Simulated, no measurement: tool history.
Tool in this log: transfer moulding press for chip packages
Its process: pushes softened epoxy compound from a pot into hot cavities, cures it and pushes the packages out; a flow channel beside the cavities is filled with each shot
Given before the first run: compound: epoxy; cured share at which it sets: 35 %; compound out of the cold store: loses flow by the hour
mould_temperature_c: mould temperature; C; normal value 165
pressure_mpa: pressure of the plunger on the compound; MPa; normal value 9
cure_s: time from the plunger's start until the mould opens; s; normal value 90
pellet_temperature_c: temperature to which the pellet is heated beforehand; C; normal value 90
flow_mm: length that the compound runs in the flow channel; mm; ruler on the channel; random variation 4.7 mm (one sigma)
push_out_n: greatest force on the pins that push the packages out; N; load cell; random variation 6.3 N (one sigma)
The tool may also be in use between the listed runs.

run	hour	mould_temperature_c	pressure_mpa	cure_s	pellet_temperature_c	incoming compound's hours out of the cold store	flow_mm	push_out_n
1	0	165	9	90	90	11.6	540	360
# hour 6.1: cavities cleaned with cleaning compound and waxed
2	40.4	165	9	90	90	35.3	486	298
3	64.2	163	9	90	90	17.9	533	394
# hour 83.3: cavities cleaned with cleaning compound and waxed
# hour 98.1: plunger's sealing rings changed
4	104.6	163	9	90	90	35.5	521	315
5	145.4	165	9	114	90	35.1	516	259
# hour 163.3: cavities cleaned with cleaning compound and waxed
6	195.6	165	8.41	90	90	15.4	519	304
# hour 240.4: cavities cleaned with cleaning compound and waxed
7	246.5	165	9	90	98	13.9	541	261
8	298.1	165	9	90	98	28.3	503	314
# hour 317.9: cavities cleaned with cleaning compound and waxed
9	328.3	165	9	90	98	8.7	532	266
10	352.1	165	9	90	98	14.9	515	306
# hour 358.1: plunger's sealing rings changed
# hour 396.7: cavities cleaned with cleaning compound and waxed
11	403.1	164	9	90	90	31.7	512	263
12	425.4	165	9	90	90	16.4	532	297
# hour 473.1: cavities cleaned with cleaning compound and waxed
13	480.1	163	9	90	90	12.9	538	305
14	514.1	163	9	90	90	38.7	495	335
15	541.4	161	8.58	90	90	18.4	530	440
# hour 550.3: cavities cleaned with cleaning compound and waxed
16	579.1	165	10.54	90	86	36.9	519	300
# hour 616.2: plunger's sealing rings changed
17	623.7	173	9	90	90	16.2	523	245
# hour 632: cavities cleaned with cleaning compound and waxed
18	664.5	160	9	102	88	35.5	509	338
# hour 709.9: cavities cleaned with cleaning compound and waxed
19	717.3	164	7.22	102	88	29.2	460	227
20	748.2	164	10.38	91	88	39.2	530	308
21	772.2	166	9	90	90	34.6	493	295
# hour 788.1: cavities cleaned with cleaning compound and waxed
22	798.9	164	8.48	90	90	14.9	521	279
23	831.6	164	8.48	90	90	40.2	460	302
# hour 866.1: cavities cleaned with cleaning compound and waxed
# hour 877.4: plunger's sealing rings changed
24	888.8	165	9	90	100	44.5	490	243
25	917.5	165	9	85	90	24.7	523	344
# hour 945.6: cavities cleaned with cleaning compound and waxed
26	945.6	171	10.82	113	81	25.8	548	167
27	994.1	167	7.58	80	91	25.8	470	322

4 ways to go on from here, each from the tool as it stands after run 27. What would each give?
# hour 1023.2: cavities cleaned with cleaning compound and waxed
A	1033.1	169	9.88	80	91	41.7	?	?
# hour 1023.2: cavities cleaned with cleaning compound and waxed
B	1033.1	165	9	125	90	24.2	?	?
# hour 1023.2: cavities cleaned with cleaning compound and waxed
C	1033.1	164	9	90	90	12.9	?	?
# hour 1023.2: cavities cleaned with cleaning compound and waxed
D	1033.1	165	8.83	90	90	16	?	?

run	flow_mm	push_out_n
A	495	231
B	511	189
C	536	279
D	533	271
With the hidden condition removed and each run's random variation left untouched, the same runs would have given:
run	flow_mm	push_out_n
A	513	216
B	531	168
C	556	269
D	553	259
